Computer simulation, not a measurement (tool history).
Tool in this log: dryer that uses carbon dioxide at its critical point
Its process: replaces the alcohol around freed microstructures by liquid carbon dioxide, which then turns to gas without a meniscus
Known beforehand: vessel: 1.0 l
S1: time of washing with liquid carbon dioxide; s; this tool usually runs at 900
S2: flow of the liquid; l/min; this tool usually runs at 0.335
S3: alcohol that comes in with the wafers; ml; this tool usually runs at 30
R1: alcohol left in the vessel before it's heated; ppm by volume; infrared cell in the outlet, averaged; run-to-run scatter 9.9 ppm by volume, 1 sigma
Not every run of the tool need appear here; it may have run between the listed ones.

run  hour   S1     S2  S3    R1
  1     0  900  0.335  30  1041
  2    10  900  0.335  30  1085
  3  14.6  900  0.335  30  1092
     19.6  -- inlet filter changed
  4  26.2  840  0.335  30   764
  5  33.2  840  0.335  30   746
  6  41.8  900  0.335  30   600
  7  46.7  600  0.205  30  6004
  8  51.8  720  0.228  30  3564
  9  62.4  720  0.264  60  5044
 10    67  900  0.316  22   588
 11    72  600    0.5  30   651
 12    81  720    0.5  21   227

Branching from run 12: 5 alternative next runs. What would each branch give?
  A    91   900   0.37  23   ?
  B    91  1080  0.378  21   ?
  C    91   600  0.246  62   ?
  D    91  1380  0.373  80   ?
  E    91   900  0.227  30   ?

run    R1
  A   354
  B   140
  C  9139
  D   130
  E  2166
With no hidden state in the tool, these same runs would have given:
run    R1
  A   297
  B   108
  C  8576
  D    93
  E  1975
